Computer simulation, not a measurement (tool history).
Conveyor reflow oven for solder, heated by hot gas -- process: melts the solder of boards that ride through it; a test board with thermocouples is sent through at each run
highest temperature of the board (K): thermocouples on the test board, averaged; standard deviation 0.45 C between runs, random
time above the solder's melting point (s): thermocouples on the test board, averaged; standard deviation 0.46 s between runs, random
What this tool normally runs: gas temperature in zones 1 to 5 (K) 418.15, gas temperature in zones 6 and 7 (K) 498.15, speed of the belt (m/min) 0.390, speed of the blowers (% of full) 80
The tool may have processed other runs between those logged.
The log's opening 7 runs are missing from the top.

run   hour  gas temperature in zones 1 to 5 (K)  gas temperature in zones 6 and 7 (K)  speed of the belt (m/min)  speed of the blowers (% of full)  highest temperature of the board (K)  time above the solder's melting point (s)
  8   59.3                               418.15                                498.15                      0.390                                69                                486.15                                       80.1
  9   70.5                               418.15                                498.15                      0.390                                69                                486.15                                       80.3
 10   77.1                               418.15                                498.15                      0.390                                69                                485.45                                       81.0
 11   82.5                               416.15                                498.15                      0.390                                80                                487.25                                       81.6
 12   90.5                               416.15                                498.15                      0.390                                80                                486.65                                       81.6
 13   99.4                               418.15                                498.15                      0.390                                80                                487.55                                       83.1
 14  107.1                               418.15                                498.15                      0.390                                80                                486.95                                       84.0
 15  115.0                               418.15                                498.15                      0.390                                80                                487.35                                       83.0
 16  120.4                               412.15                                498.15                      0.469                                80                                482.15                                       58.6
 17  129.1                               412.15                                499.15                      0.469                                80                                482.45                                       59.3
 18  137.9                               412.15                                499.15                      0.313                                77                                491.45                                      107.1
 19  148.0                               412.15                                499.15                      0.313                                77                                492.45                                      106.6
 20  154.6                               418.15                                499.15                      0.390                                71                                487.55                                       81.9

Run 21 comes next. What will it give?
 21  160.0                               422.15                                489.15                      0.317                                76                                     ?                                          ?

highest temperature of the board (K): 482.55
time above the solder's melting point (s): 102.7
The same run, on a tool lacking any hidden state, would have yielded highest temperature of the board (K) 482.65, time above the solder's melting point (s) 102.8.
